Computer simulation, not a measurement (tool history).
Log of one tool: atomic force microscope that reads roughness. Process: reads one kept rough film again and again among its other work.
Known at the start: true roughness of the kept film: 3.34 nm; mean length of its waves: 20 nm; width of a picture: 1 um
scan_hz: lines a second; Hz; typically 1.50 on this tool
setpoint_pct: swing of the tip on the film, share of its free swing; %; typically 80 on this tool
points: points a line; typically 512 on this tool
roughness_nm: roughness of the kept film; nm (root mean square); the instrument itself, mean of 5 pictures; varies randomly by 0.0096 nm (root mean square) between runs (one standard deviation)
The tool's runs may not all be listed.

run 1 hour=0.0 | scan_hz=1.50 setpoint_pct=80 points=512 | roughness_nm=1.598
-- hour=30.8 new tip fitted
run 2 hour=40.8 | scan_hz=1.50 setpoint_pct=80 points=512 | roughness_nm=2.087
run 3 hour=95.7 | scan_hz=1.50 setpoint_pct=80 points=512 | roughness_nm=1.642
-- hour=131.9 new tip fitted
run 4 hour=139.0 | scan_hz=1.50 setpoint_pct=80 points=512 | roughness_nm=2.127
run 5 hour=186.5 | scan_hz=1.50 setpoint_pct=80 points=512 | roughness_nm=1.741
-- hour=231.1 new tip fitted
run 6 hour=231.8 | scan_hz=1.50 setpoint_pct=80 points=790 | roughness_nm=2.201
run 7 hour=260.1 | scan_hz=2.87 setpoint_pct=80 points=790 | roughness_nm=1.716
run 8 hour=302.6 | scan_hz=2.87 setpoint_pct=80 points=790 | roughness_nm=1.464
-- hour=334.2 new tip fitted
run 9 hour=357.5 | scan_hz=2.87 setpoint_pct=80 points=790 | roughness_nm=1.798
run 10 hour=409.3 | scan_hz=0.78 setpoint_pct=80 points=512 | roughness_nm=1.747
-- hour=434.9 new tip fitted
run 11 hour=444.8 | scan_hz=0.78 setpoint_pct=80 points=512 | roughness_nm=2.167
run 12 hour=488.3 | scan_hz=0.78 setpoint_pct=80 points=512 | roughness_nm=1.806
-- hour=535.3 new tip fitted
run 13 hour=548.7 | scan_hz=0.78 setpoint_pct=83 points=512 | roughness_nm=2.159
run 14 hour=591.2 | scan_hz=1.50 setpoint_pct=69 points=545 | roughness_nm=1.821
-- hour=597.2 height scale calibrated on a step standard
run 15 hour=621.3 | scan_hz=1.50 setpoint_pct=69 points=545 | roughness_nm=1.608
-- hour=637.5 new tip fitted
run 16 hour=657.8 | scan_hz=2.19 setpoint_pct=73 points=332 | roughness_nm=1.985
run 17 hour=691.7 | scan_hz=1.76 setpoint_pct=77 points=512 | roughness_nm=1.765
-- hour=737.1 new tip fitted
run 18 hour=749.6 | scan_hz=0.69 setpoint_pct=59 points=264 | roughness_nm=2.275
run 19 hour=793.4 | scan_hz=2.87 setpoint_pct=78 points=264 | roughness_nm=1.565
run 20 hour=824.0 | scan_hz=2.87 setpoint_pct=78 points=264 | roughness_nm=1.387
-- hour=836.4 new tip fitted
-- hour=874.2 height scale calibrated on a step standard, once more
run 21 hour=874.2 | scan_hz=0.67 setpoint_pct=76 points=264 | roughness_nm=1.967
run 22 hour=912.8 | scan_hz=0.91 setpoint_pct=76 points=831 | roughness_nm=1.738
-- hour=937.0 new tip fitted
run 23 hour=969.1 | scan_hz=0.63 setpoint_pct=76 points=831 | roughness_nm=2.062
run 24 hour=1029.1 | scan_hz=0.63 setpoint_pct=76 points=831 | roughness_nm=1.646
-- hour=1039.3 new tip fitted
run 25 hour=1075.5 | scan_hz=0.69 setpoint_pct=78 points=512 | roughness_nm=2.002

Each run again, without the hidden state but with its own random variation kept:
Hidden state at play: radius of the tip, nm; height scale over the true one, %; drift of the gauge itself on roughness_nm, %.
run=1 roughness_nm=2.160
run=2 roughness_nm=2.175
run=3 roughness_nm=2.173
run=4 roughness_nm=2.177
run=5 roughness_nm=2.177
run=6 roughness_nm=2.205
run=7 roughness_nm=1.961
run=8 roughness_nm=1.978
run=9 roughness_nm=1.966
run=10 roughness_nm=2.316
run=11 roughness_nm=2.324
run=12 roughness_nm=2.302
run=13 roughness_nm=2.291
run=14 roughness_nm=2.320
run=15 roughness_nm=2.296
run=16 roughness_nm=2.161
run=17 roughness_nm=2.174
run=18 roughness_nm=2.380
run=19 roughness_nm=1.955
run=20 roughness_nm=1.946
run=21 roughness_nm=2.309
run=22 roughness_nm=2.342
run=23 roughness_nm=2.386
run=24 roughness_nm=2.381
run=25 roughness_nm=2.352
